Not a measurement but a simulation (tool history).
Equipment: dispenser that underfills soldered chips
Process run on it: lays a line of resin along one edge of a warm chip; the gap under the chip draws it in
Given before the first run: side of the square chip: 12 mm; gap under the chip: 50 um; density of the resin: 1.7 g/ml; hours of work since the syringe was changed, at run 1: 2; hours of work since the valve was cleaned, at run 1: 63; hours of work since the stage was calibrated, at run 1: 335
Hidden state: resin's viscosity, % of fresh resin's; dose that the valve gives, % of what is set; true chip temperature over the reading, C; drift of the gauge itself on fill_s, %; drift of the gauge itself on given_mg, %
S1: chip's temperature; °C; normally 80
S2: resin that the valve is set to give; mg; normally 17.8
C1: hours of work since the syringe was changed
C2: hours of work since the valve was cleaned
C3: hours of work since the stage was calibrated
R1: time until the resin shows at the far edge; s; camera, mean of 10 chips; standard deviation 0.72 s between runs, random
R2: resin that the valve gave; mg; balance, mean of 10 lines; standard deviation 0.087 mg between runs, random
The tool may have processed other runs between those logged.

run 1 hour=0 | S1=80 S2=17.8 | C1=2 C2=63 C3=335 | R1=69.9 R2=17
run 2 hour=5.8 | S1=80 S2=17.8 | C1=6 C2=67 C3=339 | R1=98.9 R2=16.89
-- hour=8 new syringe of resin
run 3 hour=13.1 | S1=80 S2=17.8 | C1=4 C2=72 C3=344 | R1=84.4 R2=17.01
-- hour=18.3 new syringe of resin
run 4 hour=19.8 | S1=80 S2=17.8 | C1=1 C2=76 C3=348 | R1=68.8 R2=16.76
run 5 hour=24.8 | S1=80 S2=17.8 | C1=5 C2=80 C3=352 | R1=92.4 R2=16.75
-- hour=28.8 new syringe of resin
run 6 hour=36.3 | S1=80 S2=17.8 | C1=5 C2=88 C3=359 | R1=97.9 R2=16.77
-- hour=39.1 new syringe of resin
run 7 hour=42.1 | S1=80 S2=17.8 | C1=2 C2=91 C3=363 | R1=73.7 R2=16.55
-- hour=46.6 dispensing valve cleaned and set on the balance
-- hour=50.7 new syringe of resin
run 8 hour=54.7 | S1=80 S2=19.5 | C1=3 C2=5 C3=371 | R1=77.2 R2=19.5

Run 9 is up next; what results do you expect?
run 9 hour=60.3 | S1=89 S2=17.1 | C1=7 C2=9 C3=375 | R1=? R2=?

{"run 9": {"R1": 77.7, "R2": 16.96}}
Minus the tool's unlogged condition, the same run would have read R1 46.5 s, R2 17.03 mg.
